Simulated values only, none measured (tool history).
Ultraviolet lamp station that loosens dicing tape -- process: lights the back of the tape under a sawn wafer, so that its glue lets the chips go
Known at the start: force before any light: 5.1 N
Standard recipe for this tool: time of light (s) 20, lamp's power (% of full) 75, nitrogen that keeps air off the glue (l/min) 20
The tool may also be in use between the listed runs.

run	hour	time of light (s)	lamp's power (% of full)	nitrogen that keeps air off the glue (l/min)	force that peels the tape off (N)	light that reached the tape (J/m2)
1	0.0	20	75	20	0.432	3900
2	8.6	20	75	20	0.439	3890
3	22.6	20	75	6	0.967	3910
4	31.5	20	75	6	1.004	3860
5	50.5	20	75	6	1.019	3840
# hour 58.1: window cleaned of glue's vapour
6	67.2	20	71	6	0.904	4160
7	81.1	20	71	6	0.953	4070
8	94.5	20	71	6	0.929	4050
9	105.0	20	71	6	0.931	4040
10	117.6	20	71	6	0.940	4020
11	129.7	20	75	20	0.368	4220
12	140.4	20	75	20	0.379	4250
13	153.7	20	75	7	0.811	4220
14	166.2	34	75	20	0.180	7100
15	178.3	34	75	20	0.177	7100
16	195.4	34	75	20	0.175	7080
17	206.3	34	75	20	0.174	7000
18	222.1	34	75	20	0.173	6960
19	239.4	34	75	20	0.174	6890
20	255.1	34	75	20	0.175	6930
21	267.0	20	75	18	0.429	4010
22	277.3	20	75	18	0.431	4050
23	296.8	39	75	8	0.249	7850
24	315.3	20	94	26	0.240	5000
25	332.0	20	94	26	0.243	4940
26	350.9	16	94	30	0.343	3980
27	368.6	18	63	34	0.541	2950
28	384.2	18	63	34	0.543	2900
29	397.8	20	75	16	0.510	3860
30	407.6	15	65	7	1.630	2470
31	416.6	20	67	8	0.988	3430
32	431.4	20	67	8	0.984	3460
33	440.4	20	67	8	1.034	3410
34	448.9	24	72	6	0.857	4350
35	466.7	20	88	20	0.349	4340
36	475.1	17	79	20	0.573	3380
37	486.5	17	79	20	0.598	3360
38	495.7	10	70	8	2.188	1690
39	512.0	12	87	20	0.919	2530
40	530.9	40	74	15	0.181	7260
41	550.5	15	75	11	1.155	2750
42	565.3	16	75	25	0.652	2910
43	576.2	20	75	37	0.343	3590

Alternative continuations, all from the tool just after run 43; predict every row:
A	585.0	28	68	14	?	?
B	585.0	20	75	8	?	?
C	585.0	27	67	22	?	?

run	force that peels the tape off (N)	light that reached the tape (J/m2)
A	0.415	4620
B	0.952	3600
C	0.342	4320
Without the tool's unlogged condition, the same runs would have read:
run	force that peels the tape off (N)	light that reached the tape (J/m2)
A	0.235	6310
B	0.557	4930
C	0.206	5910

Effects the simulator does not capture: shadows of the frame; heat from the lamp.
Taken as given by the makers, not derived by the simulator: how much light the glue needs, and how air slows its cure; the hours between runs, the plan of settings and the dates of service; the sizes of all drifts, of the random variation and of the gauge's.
